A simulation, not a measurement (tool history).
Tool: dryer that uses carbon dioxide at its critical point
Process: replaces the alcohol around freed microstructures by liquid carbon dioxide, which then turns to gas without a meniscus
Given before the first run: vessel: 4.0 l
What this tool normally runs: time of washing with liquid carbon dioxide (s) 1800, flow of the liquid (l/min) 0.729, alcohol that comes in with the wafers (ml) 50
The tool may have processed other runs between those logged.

run	hour	time of washing with liquid carbon dioxide (s)	flow of the liquid (l/min)	alcohol that comes in with the wafers (ml)	alcohol left in the vessel before it's heated (ppm by volume)
1	0.0	1800	0.729	50	151
2	20.4	1800	0.729	50	149
3	50.2	1800	0.729	50	155
4	78.0	1800	0.729	50	156
5	107.1	1800	0.729	50	155
6	125.1	1800	0.729	50	162
7	159.5	1980	0.729	50	111
8	191.1	1980	0.729	36	80
9	227.8	1800	0.798	50	114
10	263.9	1800	0.729	50	172
11	286.2	1800	0.729	50	188
12	318.1	1800	0.729	50	179
13	354.5	1800	0.729	50	193
14	379.9	1800	0.664	50	264
15	402.2	1800	0.664	50	275
16	434.5	1800	0.664	50	273
# hour 446.0: inlet filter changed
17	453.1	1800	0.664	50	134
18	476.1	1800	0.572	50	243
19	495.8	1800	0.572	50	247
20	524.3	1800	0.572	50	251
21	561.0	1800	0.572	50	263
22	588.0	1800	0.572	50	257
23	607.6	1800	0.572	50	262
24	625.8	1800	0.572	50	268
25	655.3	1800	0.572	50	272
26	670.8	2400	0.729	50	30
27	707.4	2400	0.729	50	37
28	734.2	2400	0.729	50	39
29	763.0	2400	0.729	50	39
30	779.4	2400	0.729	50	41
31	806.8	1380	0.604	35	441
32	843.8	1380	0.604	35	426
33	870.1	1380	0.604	35	419
34	906.9	1380	0.604	35	437
35	934.2	1380	0.604	35	449
36	956.3	1260	0.701	50	533
37	974.4	1620	1.020	24	36
38	1000.0	1740	0.729	50	153
39	1015.6	1740	0.729	50	148
40	1048.9	2880	1.157	48	25
41	1078.8	2880	1.157	48	32
42	1097.1	1800	1.006	50	40
43	1120.8	1800	1.006	50	41
44	1155.9	1800	1.006	50	42
45	1185.5	1200	0.729	50	583
46	1216.9	1200	0.749	100	1069
47	1236.9	1800	0.729	55	170

Predict each of these 4 candidate next runs independently; none follows another, all start after run 47:
A	1253.1	1800	0.729	24	?
B	1253.1	1680	0.729	30	?
C	1253.1	1800	0.649	55	?
D	1253.1	1980	0.883	54	?

run	alcohol left in the vessel before it's heated (ppm by volume)
A	88
B	140
C	256
D	56
Take away the tool's hidden state, keep each run's random variation, and the runs would have read:
run	alcohol left in the vessel before it's heated (ppm by volume)
A	44
B	83
C	156
D	21

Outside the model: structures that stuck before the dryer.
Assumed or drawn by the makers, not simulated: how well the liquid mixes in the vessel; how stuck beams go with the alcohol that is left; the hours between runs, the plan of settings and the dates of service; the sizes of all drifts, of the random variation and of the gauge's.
